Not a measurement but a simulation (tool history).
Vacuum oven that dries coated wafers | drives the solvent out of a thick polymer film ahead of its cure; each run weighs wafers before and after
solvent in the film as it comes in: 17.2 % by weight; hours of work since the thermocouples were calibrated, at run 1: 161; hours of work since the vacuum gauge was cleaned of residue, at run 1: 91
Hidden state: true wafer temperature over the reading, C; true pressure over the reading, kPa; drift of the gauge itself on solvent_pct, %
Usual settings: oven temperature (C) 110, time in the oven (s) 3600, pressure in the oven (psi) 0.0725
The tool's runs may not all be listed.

run,hour,oven temperature (C),time in the oven (s),pressure in the oven (psi),hours of work since the thermocouples were calibrated,hours of work since the vacuum gauge was cleaned of residue,solvent left in the film (%)
1,0.0,110,3600,0.0725,161,91,1.52
2,8.6,110,3600,0.0725,165,95,1.49
3,16.0,110,3600,0.0725,168,98,1.47
4,22.7,110,3600,0.0725,171,101,1.48
5,33.1,110,3060,0.0725,176,106,2.04
6,39.3,110,3060,0.0725,179,109,2.00
7,46.3,110,3060,0.0725,182,112,1.98
8,55.4,110,3600,0.0725,186,116,1.52
9,62.4,110,3600,0.0725,189,119,1.50
10,75.4,110,1860,0.0725,195,125,4.07
11,85.5,100,1860,0.2025,200,130,6.84
12,94.2,121,3480,0.1326,204,134,0.90
13,104.3,121,3480,0.1326,209,139,0.93
14,118.2,121,3180,0.1326,215,145,1.07
15,129.7,123,2280,0.0421,220,150,1.18
16,137.7,107,3780,0.2878,224,154,3.03
17,143.6,107,3780,0.2878,227,157,3.07
18,152.1,110,3360,0.0374,231,161,1.52
19,162.8,99,3420,0.1648,236,166,4.11

Forecast each of these 3 alternatives for the next run:
A,176.7,106,6000,0.1648,242,172,?
B,176.7,115,1800,0.0725,242,172,?
C,176.7,107,5880,0.0725,242,172,?

run,solvent left in the film (%)
A,1.53
B,3.36
C,0.85
Without the tool's hidden state the same runs would have given:
run,solvent left in the film (%)
A,1.43
B,3.23
C,0.76
